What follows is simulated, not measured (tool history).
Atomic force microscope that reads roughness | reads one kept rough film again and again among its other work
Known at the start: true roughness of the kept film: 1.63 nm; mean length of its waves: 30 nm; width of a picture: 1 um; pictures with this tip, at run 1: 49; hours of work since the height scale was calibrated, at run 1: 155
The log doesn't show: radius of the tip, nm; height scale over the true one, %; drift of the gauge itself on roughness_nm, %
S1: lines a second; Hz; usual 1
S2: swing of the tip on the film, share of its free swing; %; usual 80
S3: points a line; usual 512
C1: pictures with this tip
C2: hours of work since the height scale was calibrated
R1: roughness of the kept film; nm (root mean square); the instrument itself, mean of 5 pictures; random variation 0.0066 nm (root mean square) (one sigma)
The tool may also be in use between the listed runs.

{"run": 1, "hour": 0.0, "S1": 1, "S2": 80, "S3": 512, "C1": 49, "C2": 155, "R1": 1.422}
{"run": 2, "hour": 7.1, "S1": 1, "S2": 80, "S3": 512, "C1": 59, "C2": 159, "R1": 1.436}
{"run": 3, "hour": 21.3, "S1": 0.62, "S2": 80, "S3": 512, "C1": 79, "C2": 167, "R1": 1.465}
{"run": 4, "hour": 30.1, "S1": 1, "S2": 80, "S3": 635, "C1": 91, "C2": 172, "R1": 1.417}
{"run": 5, "hour": 36.3, "S1": 1, "S2": 80, "S3": 635, "C1": 100, "C2": 175, "R1": 1.416}
{"run": 6, "hour": 50.6, "S1": 3.7, "S2": 80, "S3": 512, "C1": 119, "C2": 183, "R1": 1.172}
{"run": 7, "hour": 57.2, "S1": 3.7, "S2": 80, "S3": 512, "C1": 129, "C2": 187, "R1": 1.179}
{"run": 8, "hour": 65.7, "S1": 1, "S2": 90, "S3": 512, "C1": 141, "C2": 191, "R1": 1.345}
{"run": 9, "hour": 79.6, "S1": 1, "S2": 90, "S3": 512, "C1": 160, "C2": 199, "R1": 1.336}
{"run": 10, "hour": 93.8, "S1": 1, "S2": 80, "S3": 438, "C1": 180, "C2": 207, "R1": 1.385}
{"run": 11, "hour": 107.9, "S1": 1, "S2": 80, "S3": 512, "C1": 200, "C2": 215, "R1": 1.39}
{"run": 12, "hour": 122.3, "S1": 0.76, "S2": 80, "S3": 512, "C1": 220, "C2": 223, "R1": 1.419}
{"run": 13, "hour": 130.0, "S1": 0.5, "S2": 80, "S3": 512, "C1": 231, "C2": 227, "R1": 1.444}
{"run": 14, "hour": 138.3, "S1": 1.12, "S2": 80, "S3": 512, "C1": 242, "C2": 232, "R1": 1.379}
{"run": 15, "hour": 147.5, "S1": 1.12, "S2": 80, "S3": 512, "C1": 255, "C2": 237, "R1": 1.38}
{"run": 16, "hour": 155.3, "S1": 1.12, "S2": 80, "S3": 512, "C1": 266, "C2": 241, "R1": 1.376}
{"run": 17, "hour": 162.3, "S1": 1.16, "S2": 80, "S3": 512, "C1": 276, "C2": 245, "R1": 1.353}
{"run": 18, "hour": 175.5, "S1": 1.16, "S2": 80, "S3": 512, "C1": 294, "C2": 253, "R1": 1.363}
{"run": 19, "hour": 189.3, "S1": 1, "S2": 80, "S3": 769, "C1": 313, "C2": 260, "R1": 1.385}
{"run": 20, "hour": 202.4, "S1": 1, "S2": 80, "S3": 648, "C1": 332, "C2": 268, "R1": 1.359}
{"hour": 204.4, "done": "height scale calibrated on a step standard"}
{"run": 21, "hour": 211.4, "S1": 0.66, "S2": 80, "S3": 648, "C1": 343, "C2": 4, "R1": 1.402}
{"hour": 216.7, "done": "new tip fitted"}
{"run": 22, "hour": 218.4, "S1": 2.86, "S2": 63, "S3": 277, "C1": 2, "C2": 8, "R1": 1.405}
{"run": 23, "hour": 226.9, "S1": 2.86, "S2": 63, "S3": 277, "C1": 14, "C2": 12, "R1": 1.403}
{"run": 24, "hour": 240.5, "S1": 0.66, "S2": 73, "S3": 442, "C1": 33, "C2": 20, "R1": 1.492}
{"run": 25, "hour": 255.6, "S1": 0.66, "S2": 73, "S3": 442, "C1": 54, "C2": 28, "R1": 1.491}
{"hour": 261.7, "done": "height scale calibrated on a step standard, once more"}
{"run": 26, "hour": 270.2, "S1": 1, "S2": 77, "S3": 312, "C1": 73, "C2": 5, "R1": 1.438}
{"run": 27, "hour": 284.2, "S1": 1, "S2": 77, "S3": 312, "C1": 93, "C2": 13, "R1": 1.432}
{"run": 28, "hour": 293.2, "S1": 1, "S2": 60, "S3": 366, "C1": 105, "C2": 18, "R1": 1.493}
{"run": 29, "hour": 306.8, "S1": 1, "S2": 60, "S3": 366, "C1": 124, "C2": 25, "R1": 1.492}
{"run": 30, "hour": 313.5, "S1": 1, "S2": 60, "S3": 366, "C1": 134, "C2": 29, "R1": 1.48}
{"run": 31, "hour": 324.9, "S1": 1, "S2": 60, "S3": 366, "C1": 149, "C2": 35, "R1": 1.481}
{"run": 32, "hour": 337.3, "S1": 1, "S2": 80, "S3": 289, "C1": 167, "C2": 42, "R1": 1.401}
{"run": 33, "hour": 351.6, "S1": 0.51, "S2": 55, "S3": 1008, "C1": 187, "C2": 50, "R1": 1.522}
{"run": 34, "hour": 357.7, "S1": 1, "S2": 68, "S3": 580, "C1": 195, "C2": 53, "R1": 1.456}
{"run": 35, "hour": 365.4, "S1": 1, "S2": 68, "S3": 580, "C1": 206, "C2": 58, "R1": 1.444}

Forecast each of these 4 alternatives for the next run:
{"run": "A", "hour": 377.4, "S1": 1.46, "S2": 66, "S3": 606, "C1": 223, "C2": 64, "R1": "?"}
{"run": "B", "hour": 377.4, "S1": 1, "S2": 80, "S3": 951, "C1": 223, "C2": 64, "R1": "?"}
{"run": "C", "hour": 377.4, "S1": 3.84, "S2": 59, "S3": 894, "C1": 223, "C2": 64, "R1": "?"}
{"run": "D", "hour": 377.4, "S1": 1, "S2": 56, "S3": 512, "C1": 223, "C2": 64, "R1": "?"}

run=A R1=1.441
run=B R1=1.393
run=C R1=1.386
run=D R1=1.48
Without the tool's hidden state the same runs would have given:
run=A R1=1.496
run=B R1=1.446
run=C R1=1.438
run=D R1=1.537
